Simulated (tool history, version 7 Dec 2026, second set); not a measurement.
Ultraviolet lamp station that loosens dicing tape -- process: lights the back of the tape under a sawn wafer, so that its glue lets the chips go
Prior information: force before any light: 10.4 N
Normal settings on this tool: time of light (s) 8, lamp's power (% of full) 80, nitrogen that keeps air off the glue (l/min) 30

run  hour  time of light (s)  lamp's power (% of full)  nitrogen that keeps air off the glue (l/min)  force that peels the tape off (N)  light that reached the tape (mJ/cm2)
  1   0.0                  8                        80                                            30                              0.465                                   352
  2   6.6                  8                        80                                            30                              0.473                                   346
  3  14.0                  8                        80                                            30                              0.471                                   347
  4  23.8                  8                        80                                            30                              0.470                                   353
  5  28.6                  5                        80                                            30                              1.284                                   222
  6  35.5                  5                        80                                            30                              1.274                                   220
  7  40.4                  8                        80                                            13                              0.924                                   349
     41.4  -- window cleaned of glue's vapour
  8  49.3                  8                        80                                            13                              1.070                                   322
  9  55.7                  8                        80                                            13                              1.081                                   318
 10  60.9                  5                        80                                            13                              2.364                                   199

Run 11 is up next; what results do you expect?
 11  67.8                  4                        80                                            17                                  ?                                     ?

force that peels the tape off (N): 3.023
light that reached the tape (mJ/cm2): 163
Had the tool carried no hidden state, the very same run would have given force that peels the tape off (N) 2.188, light that reached the tape (mJ/cm2) 205.
